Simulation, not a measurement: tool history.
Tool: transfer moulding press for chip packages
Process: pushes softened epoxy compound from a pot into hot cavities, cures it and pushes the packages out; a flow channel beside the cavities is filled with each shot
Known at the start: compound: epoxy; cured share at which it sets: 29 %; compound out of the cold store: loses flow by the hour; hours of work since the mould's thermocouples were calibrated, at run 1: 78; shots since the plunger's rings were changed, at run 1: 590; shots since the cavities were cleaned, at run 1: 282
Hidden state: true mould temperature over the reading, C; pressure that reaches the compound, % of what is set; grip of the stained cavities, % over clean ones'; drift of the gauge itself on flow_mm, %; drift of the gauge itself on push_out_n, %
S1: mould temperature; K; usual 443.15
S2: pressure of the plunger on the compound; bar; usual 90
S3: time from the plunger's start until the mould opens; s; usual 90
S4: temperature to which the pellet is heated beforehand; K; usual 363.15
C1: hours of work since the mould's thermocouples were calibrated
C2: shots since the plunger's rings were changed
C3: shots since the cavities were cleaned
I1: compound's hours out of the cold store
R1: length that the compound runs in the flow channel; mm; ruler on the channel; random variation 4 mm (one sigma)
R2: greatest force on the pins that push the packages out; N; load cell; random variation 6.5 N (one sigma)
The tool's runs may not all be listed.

run	day	S1	S2	S3	S4	C1	C2	C3	I1	R1	R2
1	0	443.15	90	90	363.15	78	590	282	20.1	610	358
# day 0.675: cavities cleaned with cleaning compound and waxed
# day 2.304: cavities cleaned with cleaning compound and waxed
2	2.825	443.15	90	90	363.15	116	1302	138	40.1	530	291
# day 3.946: cavities cleaned with cleaning compound and waxed
3	5.367	443.15	90	90	363.15	150	1955	375	15.2	614	371
# day 5.729: cavities cleaned with cleaning compound and waxed
# day 7.371: cavities cleaned with cleaning compound and waxed
# day 9.096: cavities cleaned with cleaning compound and waxed
4	9.512	443.15	90	71	363.15	205	2998	111	34.1	543	409
# day 10.8: cavities cleaned with cleaning compound and waxed
# day 12.579: cavities cleaned with cleaning compound and waxed
5	13.304	443.15	90	71	363.15	255	3963	191	41.3	521	435
# day 14.471: cavities cleaned with cleaning compound and waxed
6	15.962	443.15	90	90	363.15	291	4646	392	12.3	608	364
# day 16.271: cavities cleaned with cleaning compound and waxed
# day 17.767: plunger's sealing rings changed
# day 18.071: cavities cleaned with cleaning compound and waxed
# day 19.412: cavities cleaned with cleaning compound and waxed, once more
7	19.717	443.15	90	71	363.15	339	480	80	29.5	569	409
# day 21.158: cavities cleaned with cleaning compound and waxed
# day 22.833: cavities cleaned with cleaning compound and waxed
8	24.133	443.15	90	90	363.15	399	1611	343	14.1	633	371
# day 24.596: cavities cleaned with cleaning compound and waxed
# day 26.429: cavities cleaned with cleaning compound and waxed
9	26.804	443.15	90	90	363.15	434	2281	99	23	583	305
# day 28.208: cavities cleaned with cleaning compound and waxed
# day 30.067: cavities cleaned with cleaning compound and waxed
10	31.096	443.15	90	90	363.15	492	3379	272	39.6	529	337
# day 31.708: cavities cleaned with cleaning compound and waxed
11	33.05	443.15	90	106	363.15	518	3877	353	38.5	532	347
# day 33.475: cavities cleaned with cleaning compound and waxed
# day 35.104: cavities cleaned with cleaning compound and waxed
12	35.396	443.15	90	87	363.15	549	4462	77	40.1	514	297
# day 36.8: cavities cleaned with cleaning compound and waxed
# day 37.783: plunger's sealing rings changed
13	38.179	443.15	100.4	84	360.15	585	105	336	30.6	601	393
# day 38.838: cavities cleaned with cleaning compound and waxed
# day 40.467: cavities cleaned with cleaning compound and waxed
14	41.504	443.15	70.7	79	363.15	629	947	273	10.9	571	440
# day 42.129: cavities cleaned with cleaning compound and waxed
# day 43.767: cavities cleaned with cleaning compound and waxed
15	44.204	443.15	70.7	79	363.15	665	1626	116	33.3	497	353
# day 45.508: cavities cleaned with cleaning compound and waxed
16	46.788	443.15	90	81	363.15	700	2289	336	23.4	581	411
# day 47.488: cavities cleaned with cleaning compound and waxed
# day 49.317: cavities cleaned with cleaning compound and waxed
17	49.571	443.15	90	81	363.15	736	2989	67	27.2	567	336
# day 50.579: mould's thermocouples calibrated
# day 51.354: cavities cleaned with cleaning compound and waxed
# day 53.029: cavities cleaned with cleaning compound and waxed
18	53.058	443.15	90	81	363.15	33	3854	8	13.8	610	291
# day 54.654: cavities cleaned with cleaning compound and waxed
# day 56.312: cavities cleaned with cleaning compound and waxed
19	56.75	443.15	90	81	363.15	82	4793	115	9.8	617	339
# day 57.862: plunger's sealing rings changed
# day 58.212: cavities cleaned with cleaning compound and waxed
20	59.504	443.15	90	81	363.15	118	416	340	32.8	569	404
# day 59.879: cavities cleaned with cleaning compound and waxed
# day 61.621: cavities cleaned with cleaning compound and waxed
# day 63.5: cavities cleaned with cleaning compound and waxed
21	63.554	440.15	102.7	80	363.15	171	1434	15	43.3	572	349
# day 65.308: cavities cleaned with cleaning compound and waxed
22	65.629	440.15	102.7	80	363.15	199	1964	84	42.8	572	372
# day 66.979: cavities cleaned with cleaning compound and waxed
# day 68.758: cavities cleaned with cleaning compound and waxed
23	69.746	440.15	102.7	80	363.15	254	3015	260	34.7	587	444

5 ways to go on from here, each from the tool as it stands after run 23. What would each give?
# day 70.75: cavities cleaned with cleaning compound and waxed
# day 72.471: cavities cleaned with cleaning compound and waxed
A	73.379	444.15	102.7	78	363.15	303	3940	240	11.3	?	?
# day 70.75: cavities cleaned with cleaning compound and waxed
# day 72.471: cavities cleaned with cleaning compound and waxed
B	73.379	439.15	102.7	85	369.15	303	3940	240	10.4	?	?
# day 70.75: cavities cleaned with cleaning compound and waxed
# day 72.471: cavities cleaned with cleaning compound and waxed
C	73.379	440.15	90	90	363.15	303	3940	240	10.9	?	?
# day 70.75: cavities cleaned with cleaning compound and waxed
# day 72.471: cavities cleaned with cleaning compound and waxed
D	73.379	443.15	78.6	107	370.15	303	3940	240	38.3	?	?
# day 70.75: cavities cleaned with cleaning compound and waxed
# day 72.471: cavities cleaned with cleaning compound and waxed
E	73.379	443.15	107.6	90	369.15	303	3940	240	25.2	?	?

run	R1	R2
A	666	401
B	681	439
C	632	383
D	496	313
E	611	350
Without the tool's hidden state the same runs would have given:
run	R1	R2
A	693	299
B	708	325
C	657	285
D	516	236
E	635	263
